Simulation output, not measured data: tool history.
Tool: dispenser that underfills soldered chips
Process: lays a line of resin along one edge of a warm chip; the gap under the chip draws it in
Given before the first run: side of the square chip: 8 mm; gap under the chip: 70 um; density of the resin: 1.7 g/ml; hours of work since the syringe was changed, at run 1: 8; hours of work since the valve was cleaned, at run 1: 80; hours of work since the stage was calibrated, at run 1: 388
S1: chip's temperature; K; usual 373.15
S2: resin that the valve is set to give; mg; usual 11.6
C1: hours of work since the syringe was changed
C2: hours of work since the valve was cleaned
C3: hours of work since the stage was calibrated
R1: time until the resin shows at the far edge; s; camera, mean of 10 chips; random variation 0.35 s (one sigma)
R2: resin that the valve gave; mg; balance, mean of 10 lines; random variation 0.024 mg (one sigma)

run,hour,S1,S2,C1,C2,C3,R1,R2
1,0,373.15,11.6,8,80,388,26.1,11.21
# hour 5: new syringe of resin
# hour 7.2: dispensing valve cleaned and set on the balance
2,12.1,373.15,12.4,4,4,396,22.1,12.4
# hour 22.3: new syringe of resin
3,26.1,373.15,12.4,3,14,406,21.6,12.31
4,35.8,373.15,12.4,10,21,413,27.4,12.29
# hour 39: new syringe of resin
5,49.6,381.15,11.6,8,31,423,20,11.45
# hour 55.3: new syringe of resin
6,60.3,381.15,11.6,4,38,430,16,11.42
# hour 71.6: new syringe of resin
7,75.7,373.15,11.6,3,49,441,22.6,11.32
8,86,373.15,11.6,11,57,449,28.9,11.28
# hour 88.6: new syringe of resin
9,98.1,373.15,11.6,7,66,458,25.1,11.27
# hour 105.2: new syringe of resin
10,112.7,373.15,11.6,6,76,468,23.4,11.21
# hour 122.4: new syringe of resin
11,122.7,373.15,11.6,0,83,475,19.7,11.16
# hour 125.2: dispensing valve cleaned and set on the balance
12,138.5,373.15,11.6,11,10,486,29.3,11.51
# hour 139.9: new syringe of resin
13,149.8,373.15,11.6,7,18,494,24.7,11.45
# hour 156.8: new syringe of resin
14,164.9,373.15,11.6,6,29,505,24.6,11.42
# hour 173.4: new syringe of resin
15,175.5,386.15,11.7,1,36,513,13.6,11.49
16,183,386.15,11.7,7,42,518,17.5,11.41
# hour 190.2: new syringe of resin
17,197,386.15,11.7,5,52,528,15.4,11.31
# hour 206.1: new syringe of resin
18,213.5,386.15,11.7,5,64,540,15.4,11.27
# hour 223.3: new syringe of resin
19,226.7,366.15,11.5,3,73,550,27.3,11.06
20,237.8,363.15,10.3,11,81,558,43.1,9.86
# hour 239.2: new syringe of resin
# hour 242.4: dispensing valve cleaned and set on the balance
21,249.3,363.15,10.3,7,5,565,35.7,10.3
# hour 256.3: new syringe of resin
22,264.4,379.15,12.1,6,16,576,19.7,12.02
# hour 272.9: new syringe of resin
23,278.9,379.15,12.1,4,26,586,18.6,11.92
# hour 289.3: new syringe of resin
24,295.7,365.15,9.9,5,38,599,31.7,9.7
# hour 305.3: new syringe of resin
25,309.5,374.15,10,3,48,608,22.1,9.78
# hour 321.6: new syringe of resin
26,322.9,370.15,11.8,1,58,618,21.9,11.43
# hour 331.7: stage's temperature calibrated
27,334.1,367.15,11.3,8,65,2,30.7,10.93
# hour 339.2: new syringe of resin
28,347.7,375.15,14.6,6,75,12,20.7,14.04

Alternative continuations, all from the tool just after run 28; predict every row:
# hour 355.5: new syringe of resin
# hour 360.9: dispensing valve cleaned and set on the balance
A,360.9,378.15,10.8,3,0,20,?,?
# hour 355.5: new syringe of resin
# hour 360.9: dispensing valve cleaned and set on the balance
B,360.9,381.15,10.4,3,0,20,?,?
# hour 355.5: new syringe of resin
# hour 360.9: dispensing valve cleaned and set on the balance
C,360.9,376.15,14.8,3,0,20,?,?
# hour 355.5: new syringe of resin
# hour 360.9: dispensing valve cleaned and set on the balance
D,360.9,359.15,11.6,3,0,20,?,?
# hour 355.5: new syringe of resin
# hour 360.9: dispensing valve cleaned and set on the balance
E,360.9,373.15,12.1,3,0,20,?,?

run,R1,R2
A,17.5,10.85
B,15.5,10.45
C,18.3,14.85
D,31.9,11.59
E,21,12.11
Without the tool's unlogged condition, the same runs would have read:
run,R1,R2
A,16,10.83
B,14.2,10.43
C,16.8,14.82
D,29.2,11.57
E,19.3,12.09

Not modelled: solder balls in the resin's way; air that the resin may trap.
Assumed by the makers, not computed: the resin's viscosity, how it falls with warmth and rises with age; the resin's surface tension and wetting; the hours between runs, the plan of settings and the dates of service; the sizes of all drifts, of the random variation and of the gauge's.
